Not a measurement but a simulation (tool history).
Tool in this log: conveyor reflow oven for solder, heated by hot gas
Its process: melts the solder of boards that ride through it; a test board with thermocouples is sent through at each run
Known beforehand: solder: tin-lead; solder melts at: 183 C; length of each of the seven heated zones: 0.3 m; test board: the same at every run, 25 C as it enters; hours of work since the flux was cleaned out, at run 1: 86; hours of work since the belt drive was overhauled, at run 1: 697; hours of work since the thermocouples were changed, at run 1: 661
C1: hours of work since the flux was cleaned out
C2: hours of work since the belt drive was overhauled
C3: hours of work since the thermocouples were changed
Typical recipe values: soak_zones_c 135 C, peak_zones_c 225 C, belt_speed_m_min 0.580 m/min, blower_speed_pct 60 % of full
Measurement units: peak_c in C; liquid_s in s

{"run": 1, "hour": 0.0, "soak_zones_c": 135, "peak_zones_c": 225, "belt_speed_m_min": 0.58, "blower_speed_pct": 60, "C1": 86, "C2": 697, "C3": 661, "peak_c": 200.4, "liquid_s": 30.5}
{"run": 2, "hour": 50.2, "soak_zones_c": 135, "peak_zones_c": 225, "belt_speed_m_min": 0.58, "blower_speed_pct": 60, "C1": 112, "C2": 723, "C3": 687, "peak_c": 200.9, "liquid_s": 29.8}
{"run": 3, "hour": 95.3, "soak_zones_c": 135, "peak_zones_c": 225, "belt_speed_m_min": 0.58, "blower_speed_pct": 60, "C1": 135, "C2": 746, "C3": 710, "peak_c": 200.5, "liquid_s": 29.9}
{"hour": 117.2, "done": "belt drive overhauled, speed set with a stopwatch"}
{"run": 4, "hour": 128.4, "soak_zones_c": 135, "peak_zones_c": 225, "belt_speed_m_min": 0.58, "blower_speed_pct": 52, "C1": 150, "C2": 6, "C3": 725, "peak_c": 197.2, "liquid_s": 27.4}
{"run": 5, "hour": 169.4, "soak_zones_c": 135, "peak_zones_c": 225, "belt_speed_m_min": 0.58, "blower_speed_pct": 60, "C1": 171, "C2": 27, "C3": 746, "peak_c": 200.0, "liquid_s": 29.4}
{"run": 6, "hour": 206.0, "soak_zones_c": 135, "peak_zones_c": 225, "belt_speed_m_min": 0.58, "blower_speed_pct": 60, "C1": 190, "C2": 46, "C3": 765, "peak_c": 200.1, "liquid_s": 29.2}
{"run": 7, "hour": 246.3, "soak_zones_c": 135, "peak_zones_c": 225, "belt_speed_m_min": 0.58, "blower_speed_pct": 60, "C1": 211, "C2": 67, "C3": 786, "peak_c": 199.6, "liquid_s": 29.3}
{"hour": 264.1, "done": "belt drive overhauled, speed set with a stopwatch, once more"}
{"run": 8, "hour": 274.3, "soak_zones_c": 135, "peak_zones_c": 225, "belt_speed_m_min": 0.58, "blower_speed_pct": 60, "C1": 224, "C2": 5, "C3": 799, "peak_c": 198.3, "liquid_s": 28.1}
{"hour": 314.0, "done": "thermocouples of zones 6 and 7 changed"}
{"run": 9, "hour": 324.6, "soak_zones_c": 135, "peak_zones_c": 225, "belt_speed_m_min": 0.58, "blower_speed_pct": 60, "C1": 248, "C2": 30, "C3": 5, "peak_c": 199.2, "liquid_s": 28.4}
{"run": 10, "hour": 375.0, "soak_zones_c": 135, "peak_zones_c": 225, "belt_speed_m_min": 0.58, "blower_speed_pct": 60, "C1": 275, "C2": 56, "C3": 32, "peak_c": 199.2, "liquid_s": 28.4}
{"run": 11, "hour": 410.6, "soak_zones_c": 122, "peak_zones_c": 225, "belt_speed_m_min": 0.489, "blower_speed_pct": 60, "C1": 293, "C2": 75, "C3": 50, "peak_c": 202.7, "liquid_s": 36.1}

Predict each of these 3 candidate next runs independently; none follows another, all start after run 11:
{"run": "A", "hour": 448.2, "soak_zones_c": 126, "peak_zones_c": 236, "belt_speed_m_min": 0.58, "blower_speed_pct": 64, "C1": 312, "C2": 94, "C3": 69, "peak_c": "?", "liquid_s": "?"}
{"run": "B", "hour": 448.2, "soak_zones_c": 124, "peak_zones_c": 214, "belt_speed_m_min": 0.509, "blower_speed_pct": 60, "C1": 312, "C2": 94, "C3": 69, "peak_c": "?", "liquid_s": "?"}
{"run": "C", "hour": 448.2, "soak_zones_c": 144, "peak_zones_c": 225, "belt_speed_m_min": 0.568, "blower_speed_pct": 53, "C1": 312, "C2": 94, "C3": 69, "peak_c": "?", "liquid_s": "?"}

run=A peak_c=206.3 liquid_s=33.0
run=B peak_c=192.2 liquid_s=20.4
run=C peak_c=199.9 liquid_s=32.6
Without the tool's unlogged condition, the same runs would have read:
run=A peak_c=209.9 liquid_s=36.7
run=B peak_c=194.9 liquid_s=25.5
run=C peak_c=202.5 liquid_s=36.3
